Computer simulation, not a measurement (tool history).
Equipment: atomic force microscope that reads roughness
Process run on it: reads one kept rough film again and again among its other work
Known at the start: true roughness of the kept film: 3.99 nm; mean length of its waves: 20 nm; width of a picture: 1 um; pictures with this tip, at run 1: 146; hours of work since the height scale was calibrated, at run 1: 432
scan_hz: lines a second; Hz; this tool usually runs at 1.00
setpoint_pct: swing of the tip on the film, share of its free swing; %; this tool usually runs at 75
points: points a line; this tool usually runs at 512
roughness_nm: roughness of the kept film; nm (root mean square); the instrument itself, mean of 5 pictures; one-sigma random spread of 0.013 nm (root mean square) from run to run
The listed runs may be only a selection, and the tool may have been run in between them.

run   hour  scan_hz  setpoint_pct  points  pictures with this tip  hours of work since the height scale was calibrated  roughness_nm
  1    0.0     1.00            75     512                     146                                                  432         2.960
  2   41.2     1.00            75     512                     204                                                  449         2.930
      45.4  -- new tip fitted
  3   75.8     1.00            75     512                      43                                                  463         2.956
  4  117.7     1.00            75     512                     103                                                  480         2.952
  5  146.9     1.00            89     512                     144                                                  493         2.816
  6  174.3     1.00            89     512                     183                                                  504         2.831
     196.1  -- new tip fitted
  7  214.6     1.00            89     512                      26                                                  520         2.827
  8  237.9     1.00            75     757                      59                                                  530         2.974
  9  260.3     1.00            75     512                      91                                                  539         2.928
 10  291.9     1.00            75     512                     135                                                  552         2.936
 11  324.1     1.00            75     512                     181                                                  565         2.967
     345.3  -- new tip fitted
 12  352.6     1.00            75     512                      10                                                  577         2.968
 13  379.0     1.00            75     512                      48                                                  588         2.958
 14  423.9     1.00            90     501                     111                                                  606         2.825
 15  455.4     0.83            75     671                     156                                                  619         2.993
 16  474.2     3.85            65     523                     182                                                  627         2.794
     493.2  -- new tip fitted
 17  493.3     3.15            57     675                       0                                                  634         2.978
 18  538.1     3.15            57     675                      63                                                  653         2.952
 19  580.5     3.15            65     306                     123                                                  670         2.779
 20  603.9     2.37            61     677                     156                                                  680         2.994
 21  628.4     0.73            61     677                     191                                                  690         3.052
     642.0  -- new tip fitted
 22  651.4     0.73            67     387                      14                                                  699         3.001
 23  691.1     3.30            75     332                      70                                                  716         2.667
 24  722.5     3.30            58     273                     114                                                  729         2.873
 25  748.4     1.00            76     399                     151                                                  739         2.931

Some steps in roughness_nm between neighbouring runs. How much of each would the tool show without its hidden state too (settings, what came in, random variation), and how much is left for the hidden state, with any gauge scatter that isn't in both results?
Hidden conditions of the tool in this case: radius of the tip, nm; height scale over the true one, %; drift of the gauge itself on roughness_nm, %.
Run 16 -> 17: scan_hz 3.85 -> 3.15, setpoint_pct 65 -> 57, points 523 -> 675, new tip fitted. roughness_nm +0.184 nm (root mean square): hidden state +0.015, all else +0.169.
Run 19 -> 20: scan_hz 3.15 -> 2.37, setpoint_pct 65 -> 61, points 306 -> 677. roughness_nm +0.215 nm (root mean square): hidden state -0.004, all else +0.219.
Run 21 -> 22: setpoint_pct 61 -> 67, points 677 -> 387, new tip fitted. roughness_nm -0.051 nm (root mean square): hidden state +0.015, all else -0.066.
Run 22 -> 23: scan_hz 0.73 -> 3.30, setpoint_pct 67 -> 75, points 387 -> 332. roughness_nm -0.334 nm (root mean square): hidden state -0.003, all else -0.331.
